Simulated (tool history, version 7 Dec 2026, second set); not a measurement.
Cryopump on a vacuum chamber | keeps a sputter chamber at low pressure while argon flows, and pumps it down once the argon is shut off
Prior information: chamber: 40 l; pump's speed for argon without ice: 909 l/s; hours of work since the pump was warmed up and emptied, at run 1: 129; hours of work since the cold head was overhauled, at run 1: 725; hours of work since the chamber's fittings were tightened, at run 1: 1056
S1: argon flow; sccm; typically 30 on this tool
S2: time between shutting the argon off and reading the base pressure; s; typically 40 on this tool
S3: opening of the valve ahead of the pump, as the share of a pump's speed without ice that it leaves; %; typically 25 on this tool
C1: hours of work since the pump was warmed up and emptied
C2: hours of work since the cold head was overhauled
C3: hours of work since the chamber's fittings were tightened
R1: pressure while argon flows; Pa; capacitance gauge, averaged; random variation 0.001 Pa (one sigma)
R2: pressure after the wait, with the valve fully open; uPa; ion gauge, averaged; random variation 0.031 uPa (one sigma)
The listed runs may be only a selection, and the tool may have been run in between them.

run 1 hour=0 | S1=30 S2=40 S3=25 | C1=129 C2=725 C3=1056 | R1=0.2268 R2=3.8
run 2 hour=12.3 | S1=33 S2=40 S3=25 | C1=138 C2=733 C3=1064 | R1=0.2502 R2=3.78
run 3 hour=38.4 | S1=33 S2=40 S3=25 | C1=156 C2=752 C3=1082 | R1=0.2491 R2=3.78
run 4 hour=50.6 | S1=33 S2=40 S3=25 | C1=164 C2=760 C3=1091 | R1=0.2497 R2=3.89
run 5 hour=69 | S1=33 S2=40 S3=25 | C1=177 C2=773 C3=1104 | R1=0.2524 R2=3.81
run 6 hour=87.3 | S1=33 S2=40 S3=25 | C1=190 C2=786 C3=1116 | R1=0.2488 R2=3.87
run 7 hour=101.1 | S1=30 S2=181 S3=25 | C1=200 C2=795 C3=1126 | R1=0.226 R2=3
run 8 hour=125.5 | S1=30 S2=181 S3=25 | C1=217 C2=812 C3=1143 | R1=0.229 R2=3.04
run 9 hour=148.9 | S1=30 S2=181 S3=25 | C1=233 C2=829 C3=1159 | R1=0.2261 R2=3.02
run 10 hour=166.2 | S1=30 S2=80 S3=25 | C1=245 C2=841 C3=1171 | R1=0.228 R2=3.46
run 11 hour=181.7 | S1=30 S2=80 S3=25 | C1=256 C2=852 C3=1182 | R1=0.2296 R2=3.53
run 12 hour=196 | S1=30 S2=80 S3=25 | C1=266 C2=862 C3=1192 | R1=0.2282 R2=3.47
run 13 hour=218 | S1=30 S2=80 S3=25 | C1=281 C2=877 C3=1208 | R1=0.2305 R2=3.56
run 14 hour=238 | S1=30 S2=80 S3=25 | C1=295 C2=891 C3=1222 | R1=0.2297 R2=3.71
-- hour=249.2 leaking fittings of the chamber tightened, without venting
run 15 hour=252.9 | S1=16 S2=43 S3=39 | C1=304 C2=900 C3=3 | R1=0.0806 R2=1.55
run 16 hour=273.9 | S1=30 S2=67 S3=18 | C1=319 C2=914 C3=17 | R1=0.3161 R2=1.16
run 17 hour=296.4 | S1=59 S2=40 S3=25 | C1=335 C2=930 C3=33 | R1=0.4587 R2=1.69
run 18 hour=321.4 | S1=12 S2=40 S3=40 | C1=352 C2=948 C3=50 | R1=0.0588 R2=1.75
run 19 hour=340.2 | S1=12 S2=40 S3=40 | C1=365 C2=961 C3=63 | R1=0.0594 R2=1.78
run 20 hour=351.6 | S1=19 S2=40 S3=23 | C1=373 C2=969 C3=71 | R1=0.1595 R2=1.78
run 21 hour=374.2 | S1=15 S2=256 S3=40 | C1=389 C2=984 C3=87 | R1=0.0742 R2=0.81

Here are 4 independent what-if runs from the current tool condition. What would each one return?
run A hour=391 | S1=12 S2=40 S3=25 | C1=400 C2=996 C3=99 | R1=? R2=?
run B hour=391 | S1=43 S2=69 S3=46 | C1=400 C2=996 C3=99 | R1=? R2=?
run C hour=391 | S1=15 S2=54 S3=40 | C1=400 C2=996 C3=99 | R1=? R2=?
run D hour=391 | S1=30 S2=40 S3=53 | C1=400 C2=996 C3=99 | R1=? R2=?

run=A R1=0.0934 R2=1.89
run=B R1=0.1868 R2=1.35
run=C R1=0.0757 R2=1.5
run=D R1=0.1148 R2=1.82
The same runs, with their run-to-run variation unchanged, on a tool lacking any hidden condition would have given:
run=A R1=0.0898 R2=1.59
run=B R1=0.1739 R2=1.06
run=C R1=0.0712 R2=1.21
run=D R1=0.1058 R2=1.54

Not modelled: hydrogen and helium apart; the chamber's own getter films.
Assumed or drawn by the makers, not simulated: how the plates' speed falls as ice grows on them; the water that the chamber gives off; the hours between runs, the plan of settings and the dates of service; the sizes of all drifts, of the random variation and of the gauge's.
